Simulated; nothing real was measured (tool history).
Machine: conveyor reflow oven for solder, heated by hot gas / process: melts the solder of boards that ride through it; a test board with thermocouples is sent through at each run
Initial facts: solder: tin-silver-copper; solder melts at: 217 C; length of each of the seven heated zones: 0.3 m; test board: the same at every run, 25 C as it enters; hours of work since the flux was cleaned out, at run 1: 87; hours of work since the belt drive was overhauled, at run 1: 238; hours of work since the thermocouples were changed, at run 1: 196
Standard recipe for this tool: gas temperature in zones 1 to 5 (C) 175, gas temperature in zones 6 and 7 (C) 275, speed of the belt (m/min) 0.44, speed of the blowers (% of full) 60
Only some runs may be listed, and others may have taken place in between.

run	hour	gas temperature in zones 1 to 5 (C)	gas temperature in zones 6 and 7 (C)	speed of the belt (m/min)	speed of the blowers (% of full)	hours of work since the flux was cleaned out	hours of work since the belt drive was overhauled	hours of work since the thermocouples were changed	highest temperature of the board (C)	time above the solder's melting point (s)
1	0	175	275	0.44	60	87	238	196	260.6	68.1
2	6.8	184	275	0.44	60	91	242	201	262.1	72
3	14.6	184	275	0.44	60	97	248	206	262.2	72.4
4	27.8	175	275	0.44	60	106	257	215	260.6	67.9
5	38.7	175	275	0.44	60	113	264	222	260.7	67.8
6	46	175	275	0.44	60	118	269	227	260.8	67.5
7	57.4	175	275	0.44	60	126	277	235	260.3	67.7
8	66.5	175	275	0.44	60	132	283	241	260.4	67.7
# hour 72.5: flux residue cleaned out of gas plates and filters
9	83.8	175	275	0.507	60	8	291	250	255.9	55.3
10	96.8	175	275	0.507	60	17	300	258	255.7	55.1
11	110.1	175	275	0.507	60	26	309	267	255.6	55.1
12	118.6	175	275	0.44	60	31	315	273	260.6	67.6
13	130.5	175	275	0.44	72	39	323	281	263	69.6
# hour 140.4: flux residue cleaned out of gas plates and filters, once more
14	147.1	163	290	0.517	83	5	331	289	272.6	59.9
15	156.3	175	276	0.44	60	11	337	295	262.1	68.9
16	169.8	170	276	0.44	60	20	346	305	261.2	66.8
17	183.3	188	276	0.44	60	29	355	314	264.1	75.1
18	193.2	188	276	0.44	60	36	362	320	264	74.9
19	202.2	166	283	0.481	86	42	368	327	269.9	64.3
20	208.9	188	266	0.481	86	46	373	331	256.8	65.6
21	216.5	168	263	0.366	51	52	378	336	252.2	73.3
22	224.7	168	263	0.366	51	57	384	342	252.1	73.4
23	237.9	174	264	0.353	86	66	393	351	259.6	87
24	250.3	179	269	0.44	60	75	401	359	256.1	66.9
25	262.3	179	269	0.44	60	83	409	367	256.4	66.8
26	271.4	164	275	0.44	77	89	415	374	263	66.2

Each row is a separate what-if for the run after 26, all from the same tool condition, not one after another. Results?
A	282.5	180	275	0.44	60	96	423	381	?	?
B	282.5	178	269	0.44	77	96	423	381	?	?
C	282.5	164	275	0.397	77	96	423	381	?	?
D	282.5	163	266	0.487	77	96	423	381	?	?
E	282.5	189	284	0.44	62	96	423	381	?	?

run	highest temperature of the board (C)	time above the solder's melting point (s)
A	261.8	70.5
B	259	68.9
C	265.8	76
D	251.6	52.7
E	271.4	78.9
Take away the tool's hidden state, keep each run's random variation, and the runs would have read:
run	highest temperature of the board (C)	time above the solder's melting point (s)
A	261.8	70.3
B	259	68.8
C	265.8	75.8
D	251.7	52.7
E	271.3	78.7
